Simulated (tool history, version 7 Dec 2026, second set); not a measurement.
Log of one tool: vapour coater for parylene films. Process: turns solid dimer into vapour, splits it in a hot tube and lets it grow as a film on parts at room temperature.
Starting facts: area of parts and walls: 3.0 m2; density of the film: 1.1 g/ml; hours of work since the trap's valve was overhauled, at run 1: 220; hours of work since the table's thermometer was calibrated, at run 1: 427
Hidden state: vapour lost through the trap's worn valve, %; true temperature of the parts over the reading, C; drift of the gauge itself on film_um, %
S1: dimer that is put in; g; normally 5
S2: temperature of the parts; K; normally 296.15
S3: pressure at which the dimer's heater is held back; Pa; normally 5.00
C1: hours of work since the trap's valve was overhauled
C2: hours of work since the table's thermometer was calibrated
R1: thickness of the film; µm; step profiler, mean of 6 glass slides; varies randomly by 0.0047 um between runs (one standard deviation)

Run 1, hour 0.0: usual settings; C1 220; C2 427. Result: R1 1.002 µm.
Run 2, hour 48.8: usual settings; C1 263; C2 471. Result: R1 0.989 µm.
Run 3, hour 84.5: usual settings; C1 295; C2 503. Result: R1 1.006 µm.
Run 4, hour 139.7: usual settings; C1 345; C2 552. Result: R1 1.005 µm.
Run 5, hour 180.3: usual settings but S3 11.12 Pa; C1 381; C2 588. Result: R1 0.918 µm.
Run 6, hour 243.8: usual settings but S3 11.12 Pa; C1 438; C2 645. Result: R1 0.933 µm.
Run 7, hour 285.0: usual settings; C1 475; C2 682. Result: R1 1.017 µm.
Run 8, hour 344.1: usual settings; C1 527; C2 735. Result: R1 1.009 µm.
Run 9, hour 371.1: usual settings but S3 4.15 Pa; C1 552; C2 759. Result: R1 1.032 µm.
Run 10, hour 410.4: usual settings but S2 301.15 K, S3 4.15 Pa; C1 587; C2 794. Result: R1 0.935 µm.
At hour 436.0: trap's valve overhauled.
Run 11, hour 459.0: usual settings but S1 8 g; C1 21; C2 834. Result: R1 1.646 µm.
Run 12, hour 513.6: usual settings; C1 69; C2 883. Result: R1 1.027 µm.
Run 13, hour 559.0: usual settings; C1 110; C2 923. Result: R1 1.018 µm.
Run 14, hour 594.6: usual settings; C1 142; C2 955. Result: R1 1.016 µm.
At hour 630.4: gauge calibrated.
Run 15, hour 635.3: usual settings but S3 11.44 Pa; C1 178; C2 991. Result: R1 0.928 µm.
Run 16, hour 681.6: usual settings but S2 301.15 K; C1 220; C2 1033. Result: R1 0.903 µm.
Run 17, hour 735.2: usual settings but S2 301.15 K; C1 267; C2 1081. Result: R1 0.907 µm.
Run 18, hour 783.5: usual settings but S2 301.15 K; C1 311; C2 1124. Result: R1 0.902 µm.
Run 19, hour 834.0: usual settings but S2 301.15 K; C1 356; C2 1169. Result: R1 0.903 µm.
Run 20, hour 878.0: usual settings but S2 301.15 K; C1 395; C2 1208. Result: R1 0.910 µm.
Run 21, hour 908.4: usual settings but S2 293.15 K; C1 422; C2 1236. Result: R1 1.081 µm.
Run 22, hour 946.2: usual settings but S2 293.15 K; C1 456; C2 1269. Result: R1 1.071 µm.
Run 23, hour 991.0: usual settings but S2 293.15 K; C1 496; C2 1309. Result: R1 1.078 µm.
Run 24, hour 1025.3: usual settings but S2 293.15 K; C1 527; C2 1340. Result: R1 1.078 µm.
Run 25, hour 1077.1: usual settings but S2 293.15 K; C1 573; C2 1386. Result: R1 1.085 µm.
At hour 1119.5: trap's valve overhauled.
At hour 1131.9: table's thermometer calibrated.
Run 26, hour 1146.2: usual settings but S2 293.15 K; C1 23; C2 13. Result: R1 1.084 µm.
Run 27, hour 1186.0: usual settings but S2 293.15 K; C1 59; C2 48. Result: R1 1.088 µm.
Run 28, hour 1241.1: usual settings but S1 2 g, S2 307.15 K, S3 4.25 Pa; C1 108; C2 98. Result: R1 0.332 µm.
Run 29, hour 1274.5: usual settings but S1 2 g, S2 307.15 K, S3 4.25 Pa; C1 138; C2 127. Result: R1 0.329 µm.
Run 30, hour 1312.8: usual settings but S1 2 g, S3 4.23 Pa; C1 172; C2 162. Result: R1 0.421 µm.
Run 31, hour 1357.9: usual settings but S1 3 g, S2 300.15 K, S3 3.11 Pa; C1 212; C2 202. Result: R1 0.590 µm.
Run 32, hour 1400.7: usual settings but S1 4 g, S2 301.15 K, S3 4.37 Pa; C1 251; C2 240. Result: R1 0.752 µm.
Run 33, hour 1428.2: usual settings but S1 4 g, S3 2.82 Pa; C1 275; C2 265. Result: R1 0.878 µm.
Run 34, hour 1460.9: usual settings but S1 8 g, S3 8.91 Pa; C1 304; C2 294. Result: R1 1.569 µm.
At hour 1476.4: gauge calibrated.
Run 35, hour 1498.7: usual settings but S1 8 g, S3 8.91 Pa; C1 338; C2 328. Result: R1 1.507 µm.
Run 36, hour 1532.4: usual settings but S1 8 g, S3 8.91 Pa; C1 368; C2 358. Result: R1 1.506 µm.
Run 37, hour 1568.6: usual settings but S1 8 g, S2 303.15 K, S3 7.29 Pa; C1 401; C2 390. Result: R1 1.329 µm.
Run 38, hour 1603.7: usual settings but S1 3 g, S3 6.93 Pa; C1 432; C2 422. Result: R1 0.580 µm.
Run 39, hour 1644.0: usual settings but S3 2.75 Pa; C1 468; C2 458. Result: R1 1.068 µm.
Run 40, hour 1681.4: usual settings but S2 294.15 K; C1 501; C2 491. Result: R1 1.053 µm.
Run 41, hour 1728.8: usual settings but S1 3 g, S3 10.22 Pa; C1 544; C2 533. Result: R1 0.565 µm.
Run 42, hour 1778.0: usual settings but S1 2 g, S3 2.19 Pa; C1 588; C2 578. Result: R1 0.438 µm.
At hour 1801.7: trap's valve overhauled.
Run 43, hour 1826.5: usual settings but S1 2 g, S3 11.46 Pa; C1 22; C2 617. Result: R1 0.374 µm.
Run 44, hour 1891.6: usual settings but S1 9 g, S2 292.15 K, S3 2.83 Pa; C1 80; C2 676. Result: R1 2.109 µm.
Run 45, hour 1955.1: usual settings but S1 9 g, S2 292.15 K, S3 2.83 Pa; C1 137; C2 732. Result: R1 2.107 µm.
Run 46, hour 1988.1: usual settings but S1 9 g, S2 292.15 K, S3 2.83 Pa; C1 167; C2 762. Result: R1 2.114 µm.
Run 47, hour 2026.9: usual settings but S2 294.15 K; C1 201; C2 796. Result: R1 1.065 µm.

Below are 3 alternative next runs, each starting from the tool's condition after run 47. Predict each:
Run A, hour 2063.1: usual settings but S1 6 g, S2 305.15 K, S3 5.65 Pa; C1 234; C2 829. Result: R1 ?.
Run B, hour 2063.1: usual settings but S2 294.15 K; C1 234; C2 829. Result: R1 ?.
Run C, hour 2063.1: usual settings but S2 298.15 K; C1 234; C2 829. Result: R1 ?.

run     R1
  A  1.000
  B  1.056
  C  0.986
With the hidden condition removed and each run's random variation left untouched, the same runs would have given:
run     R1
  A  0.977
  B  1.032
  C  0.963

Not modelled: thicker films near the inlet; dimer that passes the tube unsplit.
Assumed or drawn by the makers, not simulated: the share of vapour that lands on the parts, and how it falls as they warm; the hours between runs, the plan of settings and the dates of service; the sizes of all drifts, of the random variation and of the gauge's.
